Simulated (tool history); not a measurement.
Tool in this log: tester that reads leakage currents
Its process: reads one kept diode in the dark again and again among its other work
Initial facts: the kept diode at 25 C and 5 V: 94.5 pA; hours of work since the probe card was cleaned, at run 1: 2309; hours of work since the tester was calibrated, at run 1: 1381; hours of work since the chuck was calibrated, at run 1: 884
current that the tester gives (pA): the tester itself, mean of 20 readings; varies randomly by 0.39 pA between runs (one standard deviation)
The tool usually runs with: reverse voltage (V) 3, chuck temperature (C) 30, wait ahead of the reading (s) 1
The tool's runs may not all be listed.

| run | hour | reverse voltage (V) | chuck temperature (C) | wait ahead of the reading (s) | hours of work since the probe card was cleaned | hours of work since the tester was calibrated | hours of work since the chuck was calibrated | current that the tester gives (pA) |
|---|---|---|---|---|---|---|---|---|
| 1 | 0 | 3 | 30 | 1 | 2309 | 1381 | 884 | 128.88 |
| 2 | 53.6 | 3 | 21 | 1 | 2345 | 1417 | 920 | 54.78 |
| 3 | 140.6 | 3 | 21 | 1 | 2404 | 1475 | 979 | 54.78 |
| 4 | 237.3 | 5.53 | 21 | 1 | 2469 | 1541 | 1044 | 67.68 |
| 5 | 317.3 | 3 | 52 | 1 | 2523 | 1595 | 1098 | 871.27 |
| 6 | 403.8 | 2.21 | 30 | 1 | 2582 | 1653 | 1156 | 116.79 |
| 7 | 459.3 | 2.21 | 30 | 1 | 2619 | 1691 | 1194 | 115.32 |
| 8 | 517.3 | 2.21 | 30 | 1 | 2658 | 1730 | 1233 | 116.43 |
| 9 | 593.4 | 3 | 30 | 0.35 | 2710 | 1781 | 1284 | 129.87 |
| 10 | 664.8 | 2.15 | 30 | 1 | 2758 | 1829 | 1332 | 114.84 |
| 11 | 748.5 | 2.15 | 30 | 1 | 2814 | 1886 | 1389 | 115.45 |
| 12 | 802.9 | 3 | 30 | 1.58 | 2851 | 1922 | 1426 | 128.66 |
| 13 | 898.7 | 3 | 30 | 1.58 | 2916 | 1987 | 1490 | 128.68 |
|  | 976.9 | chuck's temperature calibrated |
| 14 | 979.8 | 3 | 30 | 0.9 | 2969 | 2040 | 2 | 129.52 |
| 15 | 1066.4 | 3 | 30 | 6.97 | 3027 | 2099 | 60 | 128.84 |
| 16 | 1110.4 | 3 | 30 | 6.97 | 3057 | 2129 | 90 | 128.61 |
|  | 1145.6 | tester calibrated |
| 17 | 1171.6 | 5.38 | 25 | 6.46 | 3097 | 17 | 130 | 96.98 |
| 18 | 1212.6 | 5.38 | 25 | 6.46 | 3125 | 45 | 158 | 97.86 |
| 19 | 1299.2 | 5.38 | 48 | 0.52 | 3183 | 104 | 216 | 766.15 |
| 20 | 1354.9 | 5.67 | 54 | 0.79 | 3221 | 141 | 254 | 1269.64 |
| 21 | 1404.9 | 5.67 | 54 | 0.79 | 3254 | 175 | 288 | 1267.78 |
| 22 | 1504.8 | 10.73 | 26 | 3.98 | 3322 | 242 | 355 | 135.48 |
| 23 | 1586.8 | 1.81 | 26 | 0.39 | 3377 | 298 | 410 | 75.03 |
|  | 1634 | probe card cleaned and baked |
| 24 | 1645.1 | 6.38 | 23 | 1 | 8 | 335 | 448 | 86.11 |
| 25 | 1737.2 | 12.38 | 24 | 1.2 | 70 | 397 | 510 | 119.13 |
| 26 | 1830.2 | 4.58 | 56 | 0.49 | 132 | 460 | 572 | 1387.93 |
| 27 | 1877 | 12.41 | 50 | 0.68 | 164 | 491 | 604 | 1193.68 |
| 28 | 1929.7 | 3.66 | 23 | 0.44 | 200 | 527 | 640 | 72.17 |
| 29 | 1970.3 | 3.66 | 23 | 0.44 | 227 | 554 | 667 | 72.12 |
| 30 | 2064.6 | 5.97 | 51 | 0.65 | 291 | 618 | 731 | 1017.91 |
| 31 | 2105.5 | 5.97 | 51 | 0.94 | 318 | 646 | 758 | 1012.24 |

Forecast each of these 5 alternatives for the next run:
| A | 2170.5 | 2.95 | 52 | 3.43 | 362 | 690 | 802 | ? |
| B | 2170.5 | 1.26 | 56 | 4.05 | 362 | 690 | 802 | ? |
| C | 2170.5 | 12.62 | 25 | 1.41 | 362 | 690 | 802 | ? |
| D | 2170.5 | 2.15 | 26 | 0.94 | 362 | 690 | 802 | ? |
| E | 2170.5 | 3 | 23 | 0.45 | 362 | 690 | 802 | ? |

| run | current that the tester gives (pA) |
|---|---|
| A | 867.06 |
| B | 897.98 |
| C | 131.79 |
| D | 79.17 |
| E | 67.1 |
Had the tool no hidden state, the same runs would have come out as:
| run | current that the tester gives (pA) |
|---|---|
| A | 867.85 |
| B | 898.8 |
| C | 131.89 |
| D | 79.25 |
| E | 67.16 |
